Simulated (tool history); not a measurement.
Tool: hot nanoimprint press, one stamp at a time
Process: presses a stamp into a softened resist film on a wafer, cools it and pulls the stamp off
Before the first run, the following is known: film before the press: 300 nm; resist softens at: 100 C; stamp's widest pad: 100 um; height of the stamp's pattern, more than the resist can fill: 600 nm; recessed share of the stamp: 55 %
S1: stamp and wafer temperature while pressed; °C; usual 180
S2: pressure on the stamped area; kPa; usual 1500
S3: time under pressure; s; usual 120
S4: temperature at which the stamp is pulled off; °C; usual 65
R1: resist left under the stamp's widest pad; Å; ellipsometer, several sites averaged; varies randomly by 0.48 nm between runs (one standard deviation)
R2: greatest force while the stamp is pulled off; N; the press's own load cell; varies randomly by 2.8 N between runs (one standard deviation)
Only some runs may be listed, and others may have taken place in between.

run	hour	S1	S2	S3	S4	R1	R2
1	0.0	180	1500	120	65	1129	251
2	8.0	180	1500	120	65	1132	254
3	12.6	180	1500	120	65	1121	255
4	21.9	180	1500	120	65	1132	258
5	28.2	170	1500	120	65	1546	261
6	35.6	180	1500	224	65	898	260
7	39.9	180	1500	224	65	902	264
8	48.7	180	1500	142	65	1062	263
# hour 52.4: plate thermocouple calibrated
9	57.2	180	1500	142	65	1077	263
10	63.0	180	1370	142	65	1139	261
11	70.9	180	1500	196	65	946	264
12	79.6	180	1740	120	65	1073	261
13	88.9	180	1740	120	65	1071	271
14	94.3	180	1740	120	65	1072	269
15	101.5	180	1740	120	65	1073	268
16	107.1	180	1500	120	61	1165	288
# hour 113.0: plate thermocouple calibrated, once more
17	115.7	180	2190	209	61	741	286
18	121.1	180	1090	120	66	1341	258
19	126.1	191	1790	120	66	749	261
20	132.3	191	1790	173	62	641	276
21	142.2	180	1500	120	52	1124	335
22	147.6	180	1500	120	59	1139	299
23	153.8	180	1500	120	67	1134	261
24	160.8	180	1500	120	67	1124	259
25	169.5	168	1190	185	67	1595	260
26	177.1	184	1330	70	58	1315	310
27	185.4	180	1500	91	57	1257	314
28	189.6	179	1100	84	70	1546	244
29	197.9	180	1500	234	68	882	259

Here are 3 independent what-if runs from the current tool condition. What would each one return?
A	204.1	180	1940	88	66	?	?
B	204.1	177	2220	120	63	?	?
C	204.1	185	1330	234	68	?	?

run	R1	R2
A	1122	264
B	1020	285
C	804	259
The same runs, with their run-to-run variation unchanged, on a tool lacking any hidden condition would have given:
run	R1	R2
A	1090	226
B	988	245
C	784	222
